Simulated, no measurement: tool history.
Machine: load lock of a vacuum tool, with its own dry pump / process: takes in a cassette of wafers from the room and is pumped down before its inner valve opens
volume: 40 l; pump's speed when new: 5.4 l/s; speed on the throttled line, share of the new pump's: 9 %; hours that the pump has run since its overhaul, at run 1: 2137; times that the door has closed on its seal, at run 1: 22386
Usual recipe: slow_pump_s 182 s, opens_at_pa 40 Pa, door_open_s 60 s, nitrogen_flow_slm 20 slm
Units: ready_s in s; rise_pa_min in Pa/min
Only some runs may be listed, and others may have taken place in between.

run,hour,slow_pump_s,opens_at_pa,door_open_s,nitrogen_flow_slm,hours that the pump has run since its overhaul,times that the door has closed on its seal,"incoming humidity of the room's air, %",ready_s,rise_pa_min
1,0.0,182,40,60,20,2137,22386,44.8,225.1,0.121
2,75.4,182,40,60,20,2213,22714,45.1,225.2,0.125
3,168.8,182,40,60,20,2306,23120,45.9,224.8,0.131
4,263.7,182,40,60,20,2401,23533,45.1,224.8,0.136
5,324.2,149,40,60,20,2462,23797,43.9,194.7,0.131
6,393.4,178,52,177,28,2531,24098,45.0,218.1,0.138
7,474.4,111,58,60,20,2612,24450,48.8,159.0,0.145
8,550.3,182,40,32,20,2688,24780,44.1,224.5,0.133
9,607.6,190,50,60,20,2745,25030,48.5,230.7,0.140
10,658.2,182,29,60,29,2796,25250,42.7,228.0,0.134

Each row is a separate what-if for the run after 10, all from the same tool condition, not one after another. Results?
A,725.7,182,40,60,32,2863,25544,47.6,?,?
B,725.7,116,41,57,20,2863,25544,47.8,?,?
C,725.7,91,40,37,13,2863,25544,46.1,?,?
D,725.7,95,40,39,20,2863,25544,47.7,?,?

run,ready_s,rise_pa_min
A,224.5,0.138
B,165.1,0.145
C,143.1,0.149
D,146.2,0.137
What these runs would have given with no unlogged condition in the tool:
run,ready_s,rise_pa_min
A,222.7,0.032
B,163.0,0.038
C,140.9,0.045
D,144.1,0.034
